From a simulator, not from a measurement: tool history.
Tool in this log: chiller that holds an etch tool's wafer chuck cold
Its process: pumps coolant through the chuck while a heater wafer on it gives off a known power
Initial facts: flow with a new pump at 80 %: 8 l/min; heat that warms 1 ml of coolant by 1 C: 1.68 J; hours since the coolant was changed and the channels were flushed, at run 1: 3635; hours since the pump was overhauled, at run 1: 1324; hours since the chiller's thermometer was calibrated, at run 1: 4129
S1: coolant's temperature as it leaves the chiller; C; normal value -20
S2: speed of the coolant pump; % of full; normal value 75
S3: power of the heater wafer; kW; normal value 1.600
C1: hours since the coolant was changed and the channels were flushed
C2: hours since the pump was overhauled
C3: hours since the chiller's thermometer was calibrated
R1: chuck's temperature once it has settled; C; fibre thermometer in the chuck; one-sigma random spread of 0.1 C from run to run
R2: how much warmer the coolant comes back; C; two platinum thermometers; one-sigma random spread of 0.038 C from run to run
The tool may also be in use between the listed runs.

run 1 hour=0.0 | S1=-20 S2=75 S3=1.600 | C1=3635 C2=1324 C3=4129 | R1=-5.5 R2=7.65
run 2 hour=41.5 | S1=-20 S2=75 S3=1.600 | C1=3676 C2=1366 C3=4171 | R1=-5.4 R2=7.67
run 3 hour=73.4 | S1=-20 S2=75 S3=1.707 | C1=3708 C2=1397 C3=4203 | R1=-4.5 R2=8.14
run 4 hour=116.2 | S1=-20 S2=75 S3=1.707 | C1=3751 C2=1440 C3=4246 | R1=-4.6 R2=8.14
run 5 hour=151.7 | S1=-20 S2=67 S3=1.600 | C1=3787 C2=1476 C3=4281 | R1=-4.4 R2=8.55
run 6 hour=178.5 | S1=-20 S2=75 S3=1.600 | C1=3813 C2=1503 C3=4308 | R1=-5.5 R2=7.62
run 7 hour=212.7 | S1=-20 S2=75 S3=1.600 | C1=3847 C2=1537 C3=4342 | R1=-5.6 R2=7.73
run 8 hour=250.6 | S1=-20 S2=75 S3=1.600 | C1=3885 C2=1575 C3=4380 | R1=-5.8 R2=7.64
run 9 hour=278.4 | S1=-21 S2=79 S3=0.803 | C1=3913 C2=1602 C3=4408 | R1=-14.0 R2=3.64
run 10 hour=304.7 | S1=-21 S2=95 S3=1.607 | C1=3940 C2=1629 C3=4434 | R1=-8.4 R2=6.07
run 11 hour=344.9 | S1=-15 S2=64 S3=2.377 | C1=3980 C2=1669 C3=4474 | R1=9.1 R2=13.36
run 12 hour=389.7 | S1=-15 S2=64 S3=2.377 | C1=4025 C2=1714 C3=4519 | R1=9.2 R2=13.38

Consider 5 possible next runs. They are alternatives, not a sequence: every one starts from the tool as it was left by run 12. What does each give?
run A hour=412.7 | S1=-26 S2=83 S3=1.020 | C1=4048 C2=1737 C3=4542 | R1=? R2=?
run B hour=412.7 | S1=-20 S2=71 S3=0.821 | C1=4048 C2=1737 C3=4542 | R1=? R2=?
run C hour=412.7 | S1=-20 S2=61 S3=1.493 | C1=4048 C2=1737 C3=4542 | R1=? R2=?
run D hour=412.7 | S1=-15 S2=61 S3=1.979 | C1=4048 C2=1737 C3=4542 | R1=? R2=?
run E hour=412.7 | S1=-15 S2=75 S3=1.600 | C1=4048 C2=1737 C3=4542 | R1=? R2=?

run=A R1=-17.5 R2=4.39
run=B R1=-12.5 R2=4.13
run=C R1=-4.5 R2=8.89
run=D R1=5.9 R2=11.69
run=E R1=-0.4 R2=7.62
Without the tool's hidden state the same runs would have given:
run=A R1=-17.8 R2=4.35
run=B R1=-12.8 R2=4.09
run=C R1=-5.3 R2=8.81
run=D R1=4.7 R2=11.58
run=E R1=-1.2 R2=7.55

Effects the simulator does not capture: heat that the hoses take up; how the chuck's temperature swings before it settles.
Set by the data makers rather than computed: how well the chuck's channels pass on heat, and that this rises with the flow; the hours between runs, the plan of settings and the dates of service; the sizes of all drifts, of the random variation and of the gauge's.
